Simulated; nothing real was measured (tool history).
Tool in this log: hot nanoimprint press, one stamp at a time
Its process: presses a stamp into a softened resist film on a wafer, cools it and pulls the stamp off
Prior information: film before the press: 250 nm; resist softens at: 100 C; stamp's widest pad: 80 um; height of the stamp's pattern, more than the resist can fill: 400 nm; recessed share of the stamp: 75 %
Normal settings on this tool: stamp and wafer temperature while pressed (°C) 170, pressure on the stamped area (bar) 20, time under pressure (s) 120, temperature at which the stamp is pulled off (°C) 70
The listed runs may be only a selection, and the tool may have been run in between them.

run	day	stamp and wafer temperature while pressed (°C)	pressure on the stamped area (bar)	time under pressure (s)	temperature at which the stamp is pulled off (°C)	resist left under the stamp's widest pad (Å)	greatest force while the stamp is pulled off (N)
1	0	170	20	120	70	1042	132
2	0.392	170	20	120	70	1051	132
3	0.808	170	20	120	70	1042	136
4	1.246	170	20	120	72	1041	127
5	1.571	170	20	120	61	1047	166
6	1.9	170	20	120	61	1030	160
7	2.55	170	25.3	120	70	916	137
8	3.004	170	20	120	70	1053	130
9	3.525	170	20	120	70	1038	134
10	3.962	170	20	120	70	1045	139
11	4.533	170	20	159	70	957	133
12	4.812	170	20	159	70	947	133
13	5.304	179	20	159	70	734	133
14	5.804	170	23.7	120	70	961	135
15	6.133	170	23.7	212	64	788	151

For run 16, what comes out?
16	6.492	179	23.7	63	64	?	?

For run 16 the tool returned resist left under the stamp's widest pad (Å) 934, greatest force while the stamp is pulled off (N) 150.
With no hidden state in the tool, this same run would have given resist left under the stamp's widest pad (Å) 918, greatest force while the stamp is pulled off (N) 149.

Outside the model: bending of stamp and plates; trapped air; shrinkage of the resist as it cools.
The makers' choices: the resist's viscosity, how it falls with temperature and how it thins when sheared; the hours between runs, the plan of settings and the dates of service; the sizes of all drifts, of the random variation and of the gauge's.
